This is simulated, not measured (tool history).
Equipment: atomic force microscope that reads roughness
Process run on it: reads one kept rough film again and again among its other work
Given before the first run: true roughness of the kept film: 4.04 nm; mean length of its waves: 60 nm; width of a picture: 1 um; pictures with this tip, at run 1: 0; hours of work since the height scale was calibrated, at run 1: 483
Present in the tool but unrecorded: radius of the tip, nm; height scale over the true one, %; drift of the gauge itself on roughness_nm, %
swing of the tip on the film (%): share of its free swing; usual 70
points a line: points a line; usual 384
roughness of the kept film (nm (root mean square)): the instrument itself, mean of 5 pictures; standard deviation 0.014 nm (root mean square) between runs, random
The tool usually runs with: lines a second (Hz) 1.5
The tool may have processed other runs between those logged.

run     day  lines a second (Hz)  swing of the tip on the film (%)  points a line  pictures with this tip  hours of work since the height scale was calibrated  roughness of the kept film (nm (root mean square))
  1       0                  1.5                                70            384                       0                                                  483                                               3.632
  2   1.492                  1.5                                70            384                      50                                                  509                                               3.593
  3   2.533                  1.5                                70            384                      86                                                  527                                               3.585
  4   3.367                  1.5                                70            384                     114                                                  542                                               3.544
  5   4.821                 1.43                                70            384                     163                                                  568                                               3.535
  6   5.538                  1.5                                70            384                     188                                                  581                                               3.488
      5.821  -- new tip fitted
  7    6.35                  1.5                                70            384                      18                                                  595                                               3.612
  8   7.242                  1.5                                70            384                      48                                                  610                                               3.589
  9   8.129                 0.77                                70            384                      78                                                  626                                               3.711
 10   9.321                 3.57                                70            384                     119                                                  647                                               3.218
 11  10.062                  1.6                                70            384                     144                                                  660                                               3.507
 12  11.454                  1.5                                70            384                     191                                                  685                                               3.487
     11.654  -- new tip fitted
 13  12.471                  1.5                                70            384                      28                                                  702                                               3.607
 14  13.688                 0.87                                70            384                      69                                                  724                                               3.697
 15  14.729                 0.87                                70            384                     104                                                  742                                               3.655
 16  16.208                 0.87                                70            384                     154                                                  768                                               3.611
 17  17.167                  1.5                                70            384                     187                                                  785                                               3.466
     17.467  -- new tip fitted
 18  18.012                  1.5                                70            384                      19                                                  800                                               3.611
 19  18.654                  1.5                                76            384                      40                                                  811                                               3.465
 20  20.021                 2.35                                70            384                      87                                                  835                                               3.437
 21  20.796                  0.7                                70            384                     113                                                  849                                               3.683
 22  22.096                  0.7                                70            401                     157                                                  872                                               3.618
 23  22.817                  1.5                                55            328                     181                                                  885                                               3.652
      23.25  -- new tip fitted
 24  23.492                 0.59                                63            606                       8                                                  896                                               3.815
 25  24.458                 0.59                                63            606                      41                                                  913                                               3.759
 26  25.283                  1.5                                70            562                      69                                                  928                                               3.567
 27  26.358                 2.88                                72            428                     106                                                  947                                               3.287
 28  27.233                  1.5                                67            520                     135                                                  963                                               3.577
 29  28.267                 0.68                                62            288                     170                                                  981                                               3.652
      29.05  -- new tip fitted
 30   29.05                 3.76                                70            981                       0                                                  994                                               3.253
 31  29.804                 0.59                                61            326                      25                                                 1008                                               3.818
 32  31.175                 2.68                                65            818                      72                                                 1032                                               3.468
 33  32.504                 1.91                                60            306                     117                                                 1055                                               3.601
 34  33.704                 1.91                                60            306                     157                                                 1077                                               3.554
 35  34.712                 1.91                                60            828                     192                                                 1094                                                3.53
     34.854  -- new tip fitted
 36  36.271                 1.22                                67            310                      48                                                 1121                                               3.637
 37  37.425                 1.22                                67            310                      87                                                 1142                                               3.617
 38  38.288                 1.22                                67            392                     116                                                 1157                                               3.588
 39  39.396                 2.14                                89            440                     153                                                 1177                                               2.918
 40  40.154                 2.14                                89            440                     179                                                 1190                                               2.915

Take each entry between the runs: how does the hidden state at the last listed run before it differ from the hidden state at the first listed run after it?
In the gap between runs 6 and 7: new tip fitted (day 5.821)
  radius of the tip, nm: 14.1 -> 6; height scale over the true one, %: -0.94 -> -0.97
  measured value less the no-hidden-state value, roughness of the kept film (nm (root mean square)): -0.173 -> -0.051
In the gap between runs 12 and 13: new tip fitted (day 11.654)
  radius of the tip, nm: 14.6 -> 6.5; height scale over the true one, %: -1.11 -> -1.14
  measured value less the no-hidden-state value, roughness of the kept film (nm (root mean square)): -0.185 -> -0.065
In the gap between runs 17 and 18: new tip fitted (day 17.467)
  radius of the tip, nm: 14 -> 6; height scale over the true one, %: -1.28 -> -1.3
  measured value less the no-hidden-state value, roughness of the kept film (nm (root mean square)): -0.182 -> -0.063
In the gap between runs 23 and 24: new tip fitted (day 23.25)
  radius of the tip, nm: 13.8 -> 5.7; height scale over the true one, %: -1.44 -> -1.46
  measured value less the no-hidden-state value, roughness of the kept film (nm (root mean square)): -0.195 -> -0.068
In the gap between runs 29 and 30: new tip fitted (day 29.05)
  radius of the tip, nm: 13.4 -> 5.1; height scale over the true one, %: -1.6 -> -1.62
  measured value less the no-hidden-state value, roughness of the kept film (nm (root mean square)): -0.194 -> -0.055
In the gap between runs 35 and 36: new tip fitted (day 34.854)
  radius of the tip, nm: 14.6 -> 7.4; height scale over the true one, %: -1.79 -> -1.83
  measured value less the no-hidden-state value, roughness of the kept film (nm (root mean square)): -0.214 -> -0.106

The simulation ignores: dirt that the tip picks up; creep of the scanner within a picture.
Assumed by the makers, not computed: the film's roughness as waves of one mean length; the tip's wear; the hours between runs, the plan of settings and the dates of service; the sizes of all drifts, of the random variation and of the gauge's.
